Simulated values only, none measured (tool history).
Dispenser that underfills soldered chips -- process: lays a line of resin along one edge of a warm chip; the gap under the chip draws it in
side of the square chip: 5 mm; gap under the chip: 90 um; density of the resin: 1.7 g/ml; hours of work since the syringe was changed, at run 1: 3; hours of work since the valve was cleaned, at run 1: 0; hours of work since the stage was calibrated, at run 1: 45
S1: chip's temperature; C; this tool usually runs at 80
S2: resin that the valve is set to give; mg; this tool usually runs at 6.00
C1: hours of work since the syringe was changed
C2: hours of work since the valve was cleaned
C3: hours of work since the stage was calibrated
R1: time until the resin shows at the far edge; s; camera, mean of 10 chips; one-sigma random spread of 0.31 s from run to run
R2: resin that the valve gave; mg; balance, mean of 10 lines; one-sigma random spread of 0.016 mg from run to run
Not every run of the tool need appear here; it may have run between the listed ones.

| run | hour | S1 | S2 | C1 | C2 | C3 | R1 | R2 |
|---|---|---|---|---|---|---|---|---|
| 1 | 0.0 | 80 | 6.00 | 3 | 0 | 45 | 7.7 | 6.03 |
| 2 | 5.8 | 80 | 6.00 | 7 | 4 | 49 | 11.4 | 5.99 |
|  | 7.2 | new syringe of resin |
| 3 | 9.6 | 80 | 6.00 | 2 | 7 | 51 | 6.9 | 5.98 |
| 4 | 14.4 | 66 | 6.00 | 5 | 10 | 55 | 16.5 | 5.97 |
|  | 18.7 | new syringe of resin |
| 5 | 20.9 | 66 | 6.00 | 2 | 15 | 59 | 12.9 | 5.90 |
| 6 | 26.1 | 66 | 6.53 | 5 | 19 | 63 | 16.9 | 6.46 |
|  | 30.3 | new syringe of resin |
| 7 | 30.3 | 66 | 6.53 | 0 | 21 | 66 | 11.8 | 6.44 |
| 8 | 36.7 | 66 | 6.53 | 5 | 26 | 71 | 16.5 | 6.43 |
| 9 | 40.8 | 66 | 6.53 | 8 | 29 | 74 | 20.0 | 6.41 |
|  | 41.5 | new syringe of resin |
| 10 | 44.5 | 66 | 6.53 | 2 | 32 | 76 | 13.3 | 6.40 |
| 11 | 49.4 | 66 | 6.53 | 6 | 35 | 80 | 17.4 | 6.35 |
|  | 52.9 | new syringe of resin |
| 12 | 53.8 | 80 | 6.00 | 1 | 38 | 83 | 6.7 | 5.86 |
| 13 | 56.4 | 80 | 6.00 | 3 | 40 | 85 | 7.7 | 5.85 |
| 14 | 60.0 | 80 | 6.00 | 5 | 43 | 87 | 9.6 | 5.85 |
|  | 64.2 | new syringe of resin |
| 15 | 64.2 | 90 | 6.00 | 0 | 45 | 90 | 4.0 | 5.83 |
| 16 | 69.7 | 80 | 5.78 | 4 | 49 | 94 | 8.3 | 5.62 |
|  | 75.6 | new syringe of resin |
| 17 | 75.8 | 76 | 7.38 | 0 | 54 | 98 | 7.4 | 7.11 |
| 18 | 80.8 | 74 | 6.23 | 4 | 57 | 102 | 10.0 | 5.99 |
| 19 | 85.4 | 77 | 6.23 | 7 | 61 | 105 | 12.2 | 5.95 |
|  | 87.0 | new syringe of resin |
| 20 | 88.4 | 77 | 6.23 | 1 | 63 | 107 | 7.2 | 5.95 |
| 21 | 93.2 | 73 | 6.67 | 4 | 66 | 111 | 11.6 | 6.38 |
| 22 | 97.3 | 81 | 5.39 | 7 | 69 | 114 | 11.5 | 5.13 |
|  | 98.7 | new syringe of resin |
| 23 | 103.0 | 81 | 5.39 | 3 | 73 | 118 | 7.4 | 5.13 |
| 24 | 106.0 | 81 | 5.39 | 5 | 75 | 120 | 9.4 | 5.12 |
| 25 | 108.9 | 90 | 6.01 | 7 | 77 | 122 | 8.1 | 5.72 |
|  | 110.0 | new syringe of resin |
| 26 | 114.6 | 73 | 7.79 | 3 | 81 | 126 | 10.2 | 7.34 |
| 27 | 117.9 | 73 | 7.79 | 6 | 84 | 128 | 12.4 | 7.36 |

Each run again, without the hidden state but with its own random variation kept:
The tool's hidden condition here consists of: resin's viscosity, % of fresh resin's; dose that the valve gives, % of what is set; true chip temperature over the reading, C; drift of the gauge itself on fill_s, %; drift of the gauge itself on given_mg, %.
| run | R1 | R2 |
|---|---|---|
| 1 | 6.1 | 6.03 |
| 2 | 6.7 | 6.00 |
| 3 | 6.1 | 6.01 |
| 4 | 11.0 | 6.01 |
| 5 | 11.7 | 5.96 |
| 6 | 11.3 | 6.54 |
| 7 | 12.2 | 6.53 |
| 8 | 11.9 | 6.55 |
| 9 | 11.4 | 6.54 |
| 10 | 11.6 | 6.54 |
| 11 | 11.4 | 6.50 |
| 12 | 6.6 | 6.01 |
| 13 | 6.5 | 6.01 |
| 14 | 6.6 | 6.02 |
| 15 | 4.1 | 6.01 |
| 16 | 6.3 | 5.81 |
| 17 | 7.7 | 7.38 |
| 18 | 7.7 | 6.23 |
| 19 | 7.3 | 6.20 |
| 20 | 6.8 | 6.21 |
| 21 | 8.4 | 6.67 |
| 22 | 6.6 | 5.37 |
| 23 | 5.9 | 5.40 |
| 24 | 6.3 | 5.39 |
| 25 | 4.8 | 6.03 |
| 26 | 8.0 | 7.76 |
| 27 | 8.0 | 7.79 |
